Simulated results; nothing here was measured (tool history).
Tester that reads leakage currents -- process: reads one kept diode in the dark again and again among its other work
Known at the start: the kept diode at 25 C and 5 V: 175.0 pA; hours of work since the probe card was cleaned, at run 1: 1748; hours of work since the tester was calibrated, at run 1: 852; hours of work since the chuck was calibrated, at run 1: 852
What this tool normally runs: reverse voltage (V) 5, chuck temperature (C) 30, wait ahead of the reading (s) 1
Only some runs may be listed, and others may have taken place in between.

| run | day | reverse voltage (V) | chuck temperature (C) | wait ahead of the reading (s) | hours of work since the probe card was cleaned | hours of work since the tester was calibrated | hours of work since the chuck was calibrated | current that the tester gives (pA) |
|---|---|---|---|---|---|---|---|---|
| 1 | 0 | 5 | 30 | 1 | 1748 | 852 | 852 | 252.56 |
| 2 | 0.908 | 5 | 30 | 1 | 1765 | 870 | 870 | 252.55 |
| 3 | 1.542 | 5 | 30 | 1 | 1777 | 882 | 882 | 252.03 |
|  | 1.921 | probe card cleaned and baked |
|  | 2.412 | chuck's temperature calibrated |
| 4 | 2.746 | 2.03 | 30 | 1 | 14 | 901 | 6 | 177.39 |
| 5 | 3.788 | 2.03 | 30 | 1 | 34 | 920 | 26 | 178.1 |
| 6 | 4.475 | 2.03 | 30 | 1 | 47 | 933 | 39 | 178.16 |
| 7 | 5.604 | 2.03 | 30 | 1 | 68 | 955 | 60 | 178.64 |
| 8 | 6.762 | 2.03 | 30 | 1 | 90 | 977 | 82 | 178.47 |
| 9 | 7.838 | 2.03 | 30 | 1 | 111 | 997 | 103 | 178.08 |
| 10 | 8.9 | 5 | 30 | 1 | 131 | 1017 | 123 | 251.17 |
| 11 | 9.767 | 5 | 30 | 1 | 147 | 1034 | 139 | 252.49 |
| 12 | 10.783 | 5 | 30 | 1 | 166 | 1053 | 159 | 251.45 |
| 13 | 12.125 | 5 | 30 | 1 | 192 | 1078 | 184 | 250.82 |
| 14 | 13.054 | 5 | 20 | 1 | 209 | 1096 | 202 | 121.02 |
| 15 | 14.367 | 5 | 20 | 1 | 234 | 1121 | 227 | 121.62 |
| 16 | 15.233 | 5 | 41 | 1 | 251 | 1137 | 243 | 532.87 |
| 17 | 16.058 | 5 | 24 | 1 | 266 | 1153 | 259 | 163.85 |
| 18 | 16.808 | 5.22 | 24 | 1 | 281 | 1167 | 273 | 165.85 |
| 19 | 17.567 | 5.22 | 24 | 1 | 295 | 1181 | 287 | 166.3 |
| 20 | 18.654 | 5.22 | 24 | 1 | 316 | 1202 | 308 | 166.57 |
| 21 | 19.346 | 10.39 | 34 | 0.49 | 329 | 1215 | 321 | 439.14 |
| 22 | 20.579 | 10.39 | 36 | 0.45 | 352 | 1238 | 344 | 508.4 |
| 23 | 21.554 | 10.39 | 36 | 0.45 | 370 | 1257 | 363 | 505.9 |
| 24 | 22.379 | 10.39 | 36 | 0.45 | 386 | 1273 | 378 | 504.53 |
| 25 | 23.562 | 6.53 | 36 | 0.45 | 409 | 1295 | 401 | 425.31 |
| 26 | 24.512 | 6.53 | 36 | 0.45 | 427 | 1313 | 419 | 423.1 |
| 27 | 25.312 | 10.05 | 24 | 1 | 442 | 1328 | 434 | 214.03 |
| 28 | 26.646 | 10.05 | 56 | 0.91 | 467 | 1353 | 459 | 1778.81 |
| 29 | 27.442 | 5 | 33 | 1 | 482 | 1368 | 474 | 309.61 |
| 30 | 28.558 | 1.69 | 49 | 1 | 503 | 1390 | 495 | 590.24 |

Run 31, settings as shown, results not yet in. Your forecast:
| 31 | 29.325 | 1.69 | 49 | 1 | 518 | 1404 | 510 | ? |

Run 31 gave current that the tester gives (pA) 587.17.
With no hidden state in the tool, this same run would have given current that the tester gives (pA) 586.86.

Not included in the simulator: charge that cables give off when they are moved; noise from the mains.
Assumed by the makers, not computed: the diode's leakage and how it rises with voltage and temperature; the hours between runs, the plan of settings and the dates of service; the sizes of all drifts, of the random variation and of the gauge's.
